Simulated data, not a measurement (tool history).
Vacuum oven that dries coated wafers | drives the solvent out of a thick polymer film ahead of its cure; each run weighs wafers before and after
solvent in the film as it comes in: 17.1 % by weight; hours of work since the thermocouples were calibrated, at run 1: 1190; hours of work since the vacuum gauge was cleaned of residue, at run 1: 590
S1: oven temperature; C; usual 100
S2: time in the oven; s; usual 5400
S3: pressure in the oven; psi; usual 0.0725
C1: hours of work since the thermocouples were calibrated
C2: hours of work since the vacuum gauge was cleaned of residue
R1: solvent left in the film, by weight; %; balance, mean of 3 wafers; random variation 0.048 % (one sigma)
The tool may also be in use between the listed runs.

run,hour,S1,S2,S3,C1,C2,R1
1,0.0,100,5400,0.0725,1190,590,1.31
2,21.9,100,5400,0.0725,1207,606,1.25
3,36.1,100,3840,0.0725,1217,616,2.44
4,55.5,100,3840,0.0725,1232,631,2.44
5,81.2,100,3840,0.0725,1251,650,2.36
6,104.9,100,3840,0.0725,1269,668,2.45
7,118.1,100,3840,0.0725,1279,678,2.38
8,130.5,103,5400,0.0725,1288,687,0.84
9,145.5,100,3300,0.0725,1299,698,3.07
10,158.0,100,5820,0.0725,1308,707,1.17
11,182.7,100,5400,0.0725,1327,726,1.31
# hour 211.8: oven's thermocouples calibrated
12,211.8,100,5400,0.0725,0,746,0.78
13,232.3,100,5400,0.0725,15,761,0.81
14,255.9,100,5400,0.0461,33,779,0.81
15,283.4,100,5400,0.0461,53,799,0.82
16,303.1,100,5400,0.0461,68,814,0.74
17,316.2,100,5400,0.0460,78,824,0.79
# hour 319.5: vacuum gauge cleaned of residue and calibrated
18,341.9,100,5400,0.0725,96,17,0.95
19,367.4,100,5400,0.0725,115,36,0.83
20,395.2,100,5400,0.0725,136,56,1.02
21,410.3,100,5400,0.0725,147,68,0.86
22,434.2,100,5400,0.0725,165,86,0.86
23,447.4,100,5400,0.0725,175,95,0.98
24,466.4,100,5400,0.0725,189,110,1.05
# hour 473.6: vacuum gauge cleaned of residue and calibrated, once more
25,482.7,105,3060,0.0725,200,7,1.57
26,496.6,105,6180,0.0490,210,17,0.19
27,523.4,104,4980,0.0725,230,37,0.57
28,551.9,104,4980,0.0725,251,58,0.53
29,565.8,100,5580,0.0725,262,69,0.81
30,581.0,89,3600,0.1881,273,80,5.39
31,596.9,100,3600,0.0725,285,92,2.02
32,619.0,100,3600,0.0725,301,108,2.05
33,631.8,90,6600,0.0809,311,118,2.17
34,649.9,100,5400,0.1485,324,132,1.03
35,662.7,100,2940,0.1485,334,141,2.98
36,675.6,108,5400,0.0725,344,151,0.26
37,695.8,108,5400,0.0725,359,166,0.32
38,723.8,87,3600,0.0725,380,187,5.94
39,744.5,87,3600,0.0725,395,202,5.73
40,756.5,112,5400,0.0512,404,211,0.20
41,775.7,112,5400,0.0512,418,225,0.16
42,789.6,100,5400,0.1920,429,236,1.11
43,815.9,113,5400,0.0725,448,255,0.14
44,837.6,113,4200,0.0725,464,271,0.19
45,853.7,113,4200,0.0725,476,283,0.38
46,870.3,113,4200,0.0725,489,296,0.19
47,889.5,94,6540,0.0725,503,310,1.42

Measured less the same run without the tool's hidden state. The same run-to-run variation is in both; the gauge's scatter may not be:
The hidden state here: true wafer temperature over the reading, C; true pressure over the reading, kPa; drift of the gauge itself on solvent_pct, %.
run,R1
1,+0.47
2,+0.48
3,+0.72
4,+0.73
5,+0.75
6,+0.77
7,+0.76
8,+0.37
9,+0.87
10,+0.47
11,+0.53
12,+0.04
13,+0.05
14,+0.06
15,+0.07
16,+0.08
17,+0.08
18,+0.12
19,+0.13
20,+0.14
21,+0.15
22,+0.15
23,+0.16
24,+0.16
25,+0.05
26,+0.01
27,+0.03
28,+0.04
29,+0.06
30,+0.15
31,+0.11
32,+0.12
33,+0.13
34,+0.09
35,+0.16
36,+0.03
37,+0.03
38,+0.24
39,+0.25
40,+0.03
41,+0.03
42,+0.13
43,+0.02
44,+0.05
45,+0.04
46,+0.05
47,+0.20
